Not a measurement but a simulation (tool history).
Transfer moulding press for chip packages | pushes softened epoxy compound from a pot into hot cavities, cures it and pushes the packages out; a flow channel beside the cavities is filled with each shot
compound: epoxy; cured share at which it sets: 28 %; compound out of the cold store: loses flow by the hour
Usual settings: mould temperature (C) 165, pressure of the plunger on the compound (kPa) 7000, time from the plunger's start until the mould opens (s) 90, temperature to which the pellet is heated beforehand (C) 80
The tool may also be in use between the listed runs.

| run | hour | mould temperature (C) | pressure of the plunger on the compound (kPa) | time from the plunger's start until the mould opens (s) | temperature to which the pellet is heated beforehand (C) | incoming compound's hours out of the cold store | length that the compound runs in the flow channel (mm) | greatest force on the pins that push the packages out (N) |
|---|---|---|---|---|---|---|---|---|
| 1 | 0.0 | 165 | 7000 | 90 | 80 | 37.2 | 481 | 506 |
| 2 | 8.8 | 165 | 7000 | 90 | 80 | 33.9 | 494 | 536 |
| 3 | 13.3 | 165 | 7000 | 90 | 80 | 46.4 | 452 | 532 |
| 4 | 20.2 | 168 | 7000 | 90 | 80 | 27.6 | 507 | 471 |
| 5 | 28.9 | 172 | 7000 | 90 | 80 | 9.5 | 566 | 435 |
| 6 | 39.6 | 172 | 7000 | 90 | 80 | 26.7 | 505 | 440 |
| 7 | 44.8 | 165 | 7000 | 90 | 80 | 8.4 | 586 | 728 |
| 8 | 49.3 | 165 | 7000 | 90 | 80 | 36.4 | 482 | 628 |
|  | 52.1 | cavities cleaned with cleaning compound and waxed |
| 9 | 59.3 | 165 | 7000 | 90 | 80 | 47.0 | 447 | 781 |
| 10 | 67.4 | 165 | 7000 | 90 | 80 | 46.3 | 448 | 779 |
| 11 | 73.1 | 170 | 7000 | 90 | 75 | 14.6 | 547 | 653 |
| 12 | 83.7 | 165 | 7000 | 90 | 87 | 24.5 | 518 | 773 |
| 13 | 91.6 | 165 | 7000 | 90 | 87 | 11.4 | 568 | 867 |
| 14 | 98.0 | 165 | 5920 | 101 | 87 | 19.8 | 493 | 652 |
| 15 | 105.1 | 165 | 5920 | 101 | 87 | 10.9 | 522 | 652 |
|  | 113.9 | cavities cleaned with cleaning compound and waxed, once more |
| 16 | 116.8 | 172 | 7000 | 112 | 80 | 29.7 | 490 | 204 |
| 17 | 121.3 | 168 | 7000 | 98 | 80 | 23.8 | 513 | 275 |
| 18 | 126.3 | 170 | 6880 | 116 | 76 | 37.9 | 459 | 256 |
| 19 | 134.2 | 172 | 6290 | 79 | 78 | 25.1 | 477 | 384 |

Forecast each of these 3 alternatives for the next run:
| A | 142.6 | 165 | 7000 | 98 | 80 | 8.3 | ? | ? |
| B | 142.6 | 172 | 6860 | 74 | 78 | 8.9 | ? | ? |
| C | 142.6 | 159 | 5550 | 97 | 78 | 16.2 | ? | ? |

| run | length that the compound runs in the flow channel (mm) | greatest force on the pins that push the packages out (N) |
|---|---|---|
| A | 579 | 448 |
| B | 554 | 534 |
| C | 498 | 659 |
Without the tool's hidden state the same runs would have given:
| run | length that the compound runs in the flow channel (mm) | greatest force on the pins that push the packages out (N) |
|---|---|---|
| A | 592 | 311 |
| B | 566 | 369 |
| C | 509 | 454 |

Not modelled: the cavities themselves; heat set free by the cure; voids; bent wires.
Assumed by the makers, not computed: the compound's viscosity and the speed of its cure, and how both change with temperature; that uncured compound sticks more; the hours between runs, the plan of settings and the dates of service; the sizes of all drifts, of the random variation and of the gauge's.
